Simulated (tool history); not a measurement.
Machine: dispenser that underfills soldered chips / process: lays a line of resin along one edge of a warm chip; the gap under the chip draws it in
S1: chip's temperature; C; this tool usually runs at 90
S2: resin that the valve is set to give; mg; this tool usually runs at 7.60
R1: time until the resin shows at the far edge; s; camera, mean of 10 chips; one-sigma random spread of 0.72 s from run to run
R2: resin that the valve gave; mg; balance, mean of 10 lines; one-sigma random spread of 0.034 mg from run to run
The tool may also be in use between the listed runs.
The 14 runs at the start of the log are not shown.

-- hour=133.4 new syringe of resin
run 15 hour=134.4 | S1=90 S2=7.18 | R1=67.7 R2=7.01
run 16 hour=139.8 | S1=90 S2=7.60 | R1=85.8 R2=7.45
-- hour=144.2 new syringe of resin
run 17 hour=148.8 | S1=90 S2=7.60 | R1=79.5 R2=7.37
-- hour=155.4 new syringe of resin
-- hour=159.7 dispensing valve cleaned and set on the balance
run 18 hour=161.5 | S1=103 S2=9.27 | R1=44.9 R2=9.35
-- hour=167.6 new syringe of resin
run 19 hour=172.9 | S1=103 S2=7.18 | R1=47.9 R2=7.15
-- hour=178.9 new syringe of resin
run 20 hour=181.2 | S1=103 S2=7.18 | R1=41.0 R2=7.14
run 21 hour=188.0 | S1=76 S2=7.05 | R1=198.6 R2=7.03
-- hour=190.5 new syringe of resin
run 22 hour=196.1 | S1=97 S2=6.57 | R1=63.8 R2=6.59
-- hour=201.3 new syringe of resin
run 23 hour=208.4 | S1=97 S2=6.57 | R1=67.6 R2=6.54
-- hour=212.4 new syringe of resin
run 24 hour=220.0 | S1=97 S2=6.57 | R1=68.9 R2=6.45
-- hour=223.8 new syringe of resin
run 25 hour=227.2 | S1=97 S2=6.57 | R1=58.1 R2=6.52
-- hour=234.9 dispensing valve cleaned and set on the balance
-- hour=236.0 new syringe of resin
-- hour=238.9 stage's temperature calibrated
run 26 hour=239.7 | S1=97 S2=8.49 | R1=53.1 R2=8.52
-- hour=247.7 new syringe of resin
run 27 hour=249.3 | S1=103 S2=7.24 | R1=40.2 R2=7.18
-- hour=258.6 new syringe of resin
run 28 hour=262.7 | S1=81 S2=8.94 | R1=120.5 R2=8.81
-- hour=269.7 new syringe of resin
run 29 hour=275.4 | S1=90 S2=6.76 | R1=90.6 R2=6.66
-- hour=280.8 new syringe of resin
run 30 hour=284.2 | S1=97 S2=7.60 | R1=57.9 R2=7.51
run 31 hour=290.8 | S1=93 S2=8.25 | R1=95.8 R2=8.15
-- hour=291.8 new syringe of resin
run 32 hour=300.6 | S1=78 S2=6.91 | R1=185.0 R2=6.75
-- hour=302.8 new syringe of resin
run 33 hour=307.6 | S1=78 S2=7.98 | R1=145.1 R2=7.78
-- hour=310.9 dispensing valve cleaned and set on the balance
-- hour=315.2 new syringe of resin
run 34 hour=318.3 | S1=78 S2=7.98 | R1=129.6 R2=7.97

Predict each of these 3 candidate next runs independently; none follows another, all start after run 34:
-- hour=326.1 new syringe of resin
run A hour=329.6 | S1=101 S2=6.63 | R1=? R2=?
-- hour=326.1 new syringe of resin
run B hour=329.6 | S1=78 S2=7.98 | R1=? R2=?
-- hour=326.1 new syringe of resin
run C hour=329.6 | S1=84 S2=6.70 | R1=? R2=?

run=A R1=50.1 R2=6.57
run=B R1=135.0 R2=7.90
run=C R1=104.6 R2=6.63
The same runs, with their run-to-run variation unchanged, on a tool lacking any hidden condition would have given:
run=A R1=42.3 R2=6.61
run=B R1=114.2 R2=7.95
run=C R1=88.4 R2=6.67
